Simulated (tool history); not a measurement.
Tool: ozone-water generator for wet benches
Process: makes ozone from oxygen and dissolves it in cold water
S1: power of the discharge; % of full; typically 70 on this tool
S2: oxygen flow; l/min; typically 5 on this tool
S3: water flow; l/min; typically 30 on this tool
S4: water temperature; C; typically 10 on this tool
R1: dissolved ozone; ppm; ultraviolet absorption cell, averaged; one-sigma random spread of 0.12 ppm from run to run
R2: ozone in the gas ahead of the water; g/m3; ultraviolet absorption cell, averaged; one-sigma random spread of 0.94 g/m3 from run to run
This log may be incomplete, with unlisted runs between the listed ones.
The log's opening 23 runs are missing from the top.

Run 24, hour 515: usual settings but S2 3.67 l/min, S4 14 C. Result: R1 9.8 ppm, R2 183.7 g/m3.
Run 25, hour 543: usual settings but S2 3.67 l/min, S4 14 C. Result: R1 9.9 ppm, R2 184.8 g/m3.
Run 26, hour 563.4: usual settings but S2 3.67 l/min, S4 14 C. Result: R1 9.8 ppm, R2 182.1 g/m3.
At hour 565.7: gauge calibrated.
Run 27, hour 587: usual settings but S1 61 % of full. Result: R1 9.6 ppm, R2 141 g/m3.
Run 28, hour 608.3: usual settings but S1 61 % of full. Result: R1 9.8 ppm, R2 139.7 g/m3.
Run 29, hour 625.8: usual settings but S1 88 % of full, S2 3.53 l/min, S3 19 l/min, S4 6 C. Result: R1 21.4 ppm, R2 235.2 g/m3.
Run 30, hour 640.2: usual settings but S1 88 % of full, S2 3.53 l/min, S3 19 l/min, S4 6 C. Result: R1 21 ppm, R2 233.8 g/m3.
Run 31, hour 656.8: usual settings but S1 44 % of full, S3 23 l/min. Result: R1 9.6 ppm, R2 103.8 g/m3.
Run 32, hour 679.7: usual settings but S1 44 % of full, S3 23 l/min. Result: R1 9.7 ppm, R2 104.6 g/m3.

Here are 5 independent what-if runs from the current tool condition. What would each one return?
Run A, hour 693.2: usual settings but S2 7.43 l/min, S4 9 C. Result: R1 ?, R2 ?.
Run B, hour 693.2: usual settings but S1 44 % of full, S3 25 l/min. Result: R1 ?, R2 ?.
Run C, hour 693.2: usual settings but S1 69 % of full. Result: R1 ?, R2 ?.
Run D, hour 693.2: usual settings but S1 85 % of full, S2 4.29 l/min, S4 9 C. Result: R1 ?, R2 ?.
Run E, hour 693.2: usual settings but S1 44 % of full, S3 23 l/min, S4 12 C. Result: R1 ?, R2 ?.

run    R1     R2
  A  11.7  126.1
  B   8.8  104.1
  C  10.7  155.1
  D  12.7  203.4
  E   9.3  104.2
Without the tool's hidden state the same runs would have given:
run    R1     R2
  A  11.7  127.8
  B   8.9  105.5
  C  10.7  157.2
  D  12.7  206.1
  E   9.3  105.6

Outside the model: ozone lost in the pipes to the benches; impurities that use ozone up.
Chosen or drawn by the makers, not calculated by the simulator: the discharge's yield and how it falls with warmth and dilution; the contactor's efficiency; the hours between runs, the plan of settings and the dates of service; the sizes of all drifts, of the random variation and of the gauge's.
